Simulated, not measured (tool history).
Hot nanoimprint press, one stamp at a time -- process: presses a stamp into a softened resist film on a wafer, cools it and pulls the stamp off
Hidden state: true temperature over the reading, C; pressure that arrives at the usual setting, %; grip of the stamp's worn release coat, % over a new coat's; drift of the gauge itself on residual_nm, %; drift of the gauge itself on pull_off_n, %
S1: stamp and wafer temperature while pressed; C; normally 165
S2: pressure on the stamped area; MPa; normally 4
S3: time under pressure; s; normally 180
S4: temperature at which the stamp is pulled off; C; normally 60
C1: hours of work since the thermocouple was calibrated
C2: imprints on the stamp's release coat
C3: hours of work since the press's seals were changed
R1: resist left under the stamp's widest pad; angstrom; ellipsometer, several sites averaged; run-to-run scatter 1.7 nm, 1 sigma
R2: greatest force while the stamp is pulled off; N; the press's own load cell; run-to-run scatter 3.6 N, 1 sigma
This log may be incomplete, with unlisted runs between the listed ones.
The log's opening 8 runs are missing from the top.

run,hour,S1,S2,S3,S4,C1,C2,C3,R1,R2
9,310.2,165,4,180,57,365,1721,328,2912,310
10,347.5,165,4,180,57,383,1835,346,2940,308
# hour 355: plate thermocouple calibrated
11,402.2,165,4,180,57,22,1994,370,3057,327
# hour 413.8: stamp cleaned and given a new release coat
12,438.1,165,4,180,57,36,74,384,3070,206
13,480.8,165,4,180,57,56,205,404,3043,211
14,513,165,4,180,57,71,304,419,3059,216
15,564.1,165,4,180,57,95,461,443,3085,220
# hour 617.2: plate thermocouple calibrated, once more
16,619.5,165,4,180,57,1,622,467,2696,221
17,673.2,157,2.77,224,60,26,787,492,3941,213
18,712.9,176,2.86,224,66,45,909,511,1932,190
19,740.5,165,4,180,62,58,993,524,2729,223
20,780.2,165,4,180,51,76,1115,542,2725,272
21,831.7,158,3.58,293,64,100,1273,567,3374,225
22,871.1,158,3.58,293,64,119,1394,585,3347,238
23,907,173,5.08,180,60,135,1504,602,1723,254
24,965.9,165,4,180,60,163,1685,629,2771,276
25,1013.6,165,4,180,55,185,1831,652,2789,312
26,1043.3,156,6.21,180,46,199,1923,665,3305,369
# hour 1080.4: stamp cleaned and given a new release coat
27,1099.5,168,6.21,180,46,223,59,689,1975,231
28,1157.8,168,2.76,180,51,250,238,716,3011,223
29,1191.1,156,3.3,110,51,265,340,732,4354,230
30,1235.3,165,4.21,180,60,286,475,752,2757,201

Predict each of these 3 candidate next runs independently; none follows another, all start after run 30:
A,1271.9,170,4.78,180,48,303,588,769,?,?
B,1271.9,174,4.21,180,60,303,588,769,?,?
C,1271.9,165,3.69,180,50,303,588,769,?,?

run,R1,R2
A,2080,266
B,1916,209
C,2952,259
Take away the tool's hidden state, keep each run's random variation, and the runs would have read:
run,R1,R2
A,1956,220
B,1807,172
C,2802,214
